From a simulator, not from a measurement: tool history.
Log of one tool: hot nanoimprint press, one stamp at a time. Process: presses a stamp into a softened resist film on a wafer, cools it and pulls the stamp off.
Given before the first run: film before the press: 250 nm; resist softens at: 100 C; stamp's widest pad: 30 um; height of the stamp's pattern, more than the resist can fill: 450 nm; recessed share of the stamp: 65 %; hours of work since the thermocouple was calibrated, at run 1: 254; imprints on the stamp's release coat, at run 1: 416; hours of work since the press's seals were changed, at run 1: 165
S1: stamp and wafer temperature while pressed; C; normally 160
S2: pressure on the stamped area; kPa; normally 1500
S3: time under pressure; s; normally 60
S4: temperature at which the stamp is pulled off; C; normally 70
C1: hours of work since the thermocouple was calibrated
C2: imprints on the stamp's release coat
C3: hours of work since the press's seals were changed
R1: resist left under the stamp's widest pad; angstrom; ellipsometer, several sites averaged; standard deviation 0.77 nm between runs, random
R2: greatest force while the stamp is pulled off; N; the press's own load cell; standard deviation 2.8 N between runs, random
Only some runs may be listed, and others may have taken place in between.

run 1 day=0 | S1=160 S2=1500 S3=60 S4=70 | C1=254 C2=416 C3=165 | R1=928 R2=148
run 2 day=0.446 | S1=160 S2=1500 S3=60 S4=70 | C1=259 C2=446 C3=171 | R1=918 R2=148
run 3 day=0.642 | S1=160 S2=1500 S3=60 S4=70 | C1=262 C2=460 C3=173 | R1=915 R2=147
run 4 day=0.888 | S1=160 S2=1190 S3=60 S4=70 | C1=265 C2=477 C3=176 | R1=1010 R2=153
run 5 day=1.246 | S1=160 S2=1420 S3=60 S4=70 | C1=269 C2=501 C3=181 | R1=953 R2=155
run 6 day=1.621 | S1=160 S2=1420 S3=60 S4=70 | C1=274 C2=526 C3=186 | R1=931 R2=154
run 7 day=2.017 | S1=160 S2=1420 S3=60 S4=70 | C1=279 C2=553 C3=191 | R1=932 R2=163
run 8 day=2.312 | S1=160 S2=1420 S3=60 S4=70 | C1=283 C2=573 C3=194 | R1=939 R2=158
run 9 day=2.708 | S1=160 S2=1420 S3=60 S4=70 | C1=288 C2=600 C3=199 | R1=953 R2=160
run 10 day=3.004 | S1=160 S2=1420 S3=60 S4=76 | C1=292 C2=620 C3=203 | R1=941 R2=157
run 11 day=3.35 | S1=160 S2=1420 S3=60 S4=76 | C1=296 C2=644 C3=208 | R1=942 R2=149
run 12 day=3.658 | S1=151 S2=1490 S3=54 S4=70 | C1=300 C2=665 C3=211 | R1=1675 R2=156
-- day=3.817 plate thermocouple calibrated
run 13 day=4.017 | S1=160 S2=1490 S3=61 S4=70 | C1=3 C2=680 C3=214 | R1=890 R2=165

Expected results for the next run?
run 14 day=4.217 | S1=160 S2=1490 S3=61 S4=70 | C1=5 C2=694 C3=217 | R1=? R2=?

{"run 14": {"R1": 884, "R2": 164}}
The same run, on a tool lacking any hidden state, would have yielded R1 962 angstrom, R2 129 N.
